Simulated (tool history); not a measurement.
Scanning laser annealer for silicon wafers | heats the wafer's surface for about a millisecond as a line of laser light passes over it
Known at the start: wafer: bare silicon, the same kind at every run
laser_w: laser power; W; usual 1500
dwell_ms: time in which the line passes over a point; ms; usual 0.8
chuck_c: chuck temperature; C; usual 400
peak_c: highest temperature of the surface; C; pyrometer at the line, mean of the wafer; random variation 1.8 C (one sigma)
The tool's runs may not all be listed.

run,hour,laser_w,dwell_ms,chuck_c,peak_c
1,0,1500,0.8,400,1185
2,17.1,1500,0.8,400,1188
3,37.5,1500,0.8,400,1186
4,56.4,1500,0.8,400,1190
5,92.5,1500,0.8,400,1183
6,111.3,1500,0.8,400,1180
7,129.5,1500,0.8,400,1182
8,153.3,1500,0.8,400,1183
9,176,1500,0.8,400,1184
10,197.1,1398,0.574,406,1029
11,227.4,1398,0.574,406,1027
12,245.4,1470,0.756,406,1153
13,286.4,1552,0.8,400,1207
14,316.1,1552,0.8,400,1201
15,345.7,1552,0.8,400,1203
16,385.9,1596,0.94,419,1310
17,426.4,1596,0.94,419,1309
18,459.9,1596,0.94,419,1305

5 ways to go on from here, each from the tool as it stands after run 18. What would each give?
A,487.5,1555,0.613,376,?
B,487.5,1440,0.912,417,?
C,487.5,1311,0.94,419,?
D,487.5,1387,0.609,361,?
E,487.5,1426,0.925,419,?

run,peak_c
A,1079
B,1215
C,1160
D,992
E,1217
Without the tool's hidden state the same runs would have given:
run,peak_c
A,1096
B,1234
C,1178
D,1007
E,1236

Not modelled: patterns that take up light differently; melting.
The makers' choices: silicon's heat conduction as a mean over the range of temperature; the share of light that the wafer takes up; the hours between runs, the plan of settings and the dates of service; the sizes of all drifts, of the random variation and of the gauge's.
